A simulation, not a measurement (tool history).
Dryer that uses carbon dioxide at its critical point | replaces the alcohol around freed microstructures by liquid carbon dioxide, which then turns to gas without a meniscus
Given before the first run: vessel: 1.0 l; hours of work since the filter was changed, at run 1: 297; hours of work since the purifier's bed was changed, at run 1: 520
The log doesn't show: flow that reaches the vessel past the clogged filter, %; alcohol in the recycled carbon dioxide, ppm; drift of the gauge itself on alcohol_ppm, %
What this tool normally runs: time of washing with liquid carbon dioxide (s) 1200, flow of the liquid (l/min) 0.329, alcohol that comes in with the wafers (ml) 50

run,day,time of washing with liquid carbon dioxide (s),flow of the liquid (l/min),alcohol that comes in with the wafers (ml),hours of work since the filter was changed,hours of work since the purifier's bed was changed,alcohol left in the vessel before it's heated (ppm by volume)
1,0.000,1200,0.329,50,297,520,309
2,0.562,1200,0.329,50,303,527,299
3,1.592,1200,0.329,50,316,539,310
4,2.829,1200,0.329,50,330,554,305
5,3.879,1200,0.329,50,343,566,314
6,4.746,1200,0.329,50,353,577,321
7,5.600,1200,0.329,42,364,587,294
8,6.346,1920,0.242,42,373,596,163
9,7.046,780,0.314,95,381,604,3641
10,8.162,1200,0.317,27,394,618,250
11,9.133,1200,0.465,50,406,629,121
# day 9.542: inlet filter changed
12,9.738,1200,0.212,38,2,636,898
13,10.717,1200,0.212,38,14,648,877

Predict each of these 5 candidate next runs independently; none follows another, all start after run 13:
A,11.954,1200,0.212,29,29,663,?
B,11.954,1200,0.344,91,29,663,?
C,11.954,780,0.443,55,29,663,?
D,11.954,1860,0.308,29,29,663,?
E,11.954,1200,0.297,115,29,663,?

run,alcohol left in the vessel before it's heated (ppm by volume)
A,716
B,280
C,419
D,95
E,657
The same runs, with their run-to-run variation unchanged, on a tool lacking any hidden condition would have given:
run,alcohol left in the vessel before it's heated (ppm by volume)
A,603
B,181
C,313
D,6
E,535
